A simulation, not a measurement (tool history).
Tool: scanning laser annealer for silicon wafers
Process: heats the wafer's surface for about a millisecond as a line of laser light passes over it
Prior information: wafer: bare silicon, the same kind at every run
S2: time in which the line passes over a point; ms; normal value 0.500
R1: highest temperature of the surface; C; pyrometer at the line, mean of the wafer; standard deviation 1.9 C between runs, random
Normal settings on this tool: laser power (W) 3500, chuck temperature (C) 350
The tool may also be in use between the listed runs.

Run 1, hour 0.0: usual settings. Result: R1 1080 C.
Run 2, hour 38.0: usual settings but chuck temperature (C) 339. Result: R1 1066 C.
Run 3, hour 71.0: usual settings but S2 0.556 ms, chuck temperature (C) 339. Result: R1 1101 C.
Run 4, hour 103.1: usual settings but S2 0.556 ms, chuck temperature (C) 339. Result: R1 1104 C.
Run 5, hour 136.1: usual settings but S2 0.556 ms, chuck temperature (C) 339. Result: R1 1102 C.
Run 6, hour 162.0: usual settings but laser power (W) 3665, S2 0.556 ms, chuck temperature (C) 339. Result: R1 1142 C.
Run 7, hour 203.6: usual settings but laser power (W) 3665, S2 0.556 ms, chuck temperature (C) 339. Result: R1 1136 C.
Run 8, hour 226.7: usual settings but laser power (W) 3665, S2 0.556 ms, chuck temperature (C) 339. Result: R1 1140 C.
At hour 263.0: window over the wafer cleaned.
Run 9, hour 267.0: usual settings but S2 0.425 ms. Result: R1 1039 C.
Run 10, hour 294.1: usual settings but laser power (W) 3581, S2 0.425 ms. Result: R1 1055 C.
Run 11, hour 318.4: usual settings but laser power (W) 3581, S2 0.425 ms, chuck temperature (C) 348. Result: R1 1052 C.
Run 12, hour 366.2: usual settings but laser power (W) 3581, S2 0.425 ms, chuck temperature (C) 348. Result: R1 1049 C.
Run 13, hour 415.3: usual settings but laser power (W) 3581, S2 0.425 ms, chuck temperature (C) 348. Result: R1 1049 C.
Run 14, hour 438.0: usual settings. Result: R1 1087 C.
Run 15, hour 473.0: usual settings but laser power (W) 2989. Result: R1 971 C.
Run 16, hour 517.5: usual settings but laser power (W) 3005. Result: R1 972 C.
Run 17, hour 543.6: usual settings. Result: R1 1083 C.
Run 18, hour 588.1: usual settings. Result: R1 1083 C.
Run 19, hour 642.2: usual settings. Result: R1 1082 C.
Run 20, hour 671.0: usual settings. Result: R1 1082 C.
Run 21, hour 715.8: usual settings but S2 0.422 ms. Result: R1 1029 C.
Run 22, hour 766.1: usual settings but S2 0.371 ms, chuck temperature (C) 310. Result: R1 946 C.
Run 23, hour 808.4: usual settings but S2 0.371 ms, chuck temperature (C) 310. Result: R1 943 C.
Run 24, hour 860.3: usual settings but S2 0.371 ms, chuck temperature (C) 310. Result: R1 943 C.
Run 25, hour 890.5: usual settings but S2 0.371 ms, chuck temperature (C) 310. Result: R1 943 C.
Run 26, hour 930.5: usual settings but S2 0.371 ms, chuck temperature (C) 310. Result: R1 943 C.

Run 27, settings as shown, results not yet in. Your forecast:
Run 27, hour 953.4: usual settings but laser power (W) 3229. Result: R1 ?.

{"run 27": {"R1": 1015}}
If the tool had no hidden condition, the same run with the same run-to-run variation would have returned R1 1045 C.

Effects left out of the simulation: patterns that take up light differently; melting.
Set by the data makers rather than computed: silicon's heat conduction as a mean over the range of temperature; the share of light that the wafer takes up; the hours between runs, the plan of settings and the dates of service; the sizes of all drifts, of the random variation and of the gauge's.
